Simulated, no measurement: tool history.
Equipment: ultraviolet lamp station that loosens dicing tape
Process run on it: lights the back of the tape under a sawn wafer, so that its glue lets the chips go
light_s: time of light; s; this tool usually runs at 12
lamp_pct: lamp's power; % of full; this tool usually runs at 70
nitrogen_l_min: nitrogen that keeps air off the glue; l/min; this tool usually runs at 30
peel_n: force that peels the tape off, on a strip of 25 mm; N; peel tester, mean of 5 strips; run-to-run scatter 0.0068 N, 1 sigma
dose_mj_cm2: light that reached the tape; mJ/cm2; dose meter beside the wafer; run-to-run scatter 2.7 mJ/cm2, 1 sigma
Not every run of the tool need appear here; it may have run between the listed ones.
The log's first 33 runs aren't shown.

run	hour	light_s	lamp_pct	nitrogen_l_min	hours of work of the lamp	hours of work since the window was cleaned	peel_n	dose_mj_cm2
34	795.2	18	91	11	1534	106	0.225	546
35	826.6	18	91	11	1557	129	0.231	545
36	858.6	10	92	10	1581	153	0.771	306
37	887	12	81	12	1602	174	0.618	322
38	911.5	12	81	12	1620	192	0.617	315
39	942	12	81	12	1643	214	0.635	311
40	972.8	12	81	19	1666	237	0.452	310
41	1003.1	12	81	50	1688	260	0.219	309
42	1037.8	12	81	50	1714	286	0.233	308
43	1070	20	95	29	1738	310	0.142	594

3 options for the next run, each taken on its own from the tool as it stands now. Forecast them:
# hour 1084.7: lamp changed
A	1090.6	15	97	19	4	324	?	?
# hour 1084.7: lamp changed
B	1090.6	16	70	9	4	324	?	?
# hour 1084.7: lamp changed
C	1090.6	11	87	30	4	324	?	?

run	peel_n	dose_mj_cm2
A	0.154	571
B	0.425	437
C	0.224	377
Stripped of hidden state, with their random variation kept, the same runs would have yielded:
run	peel_n	dose_mj_cm2
A	0.141	629
B	0.353	482
C	0.193	415
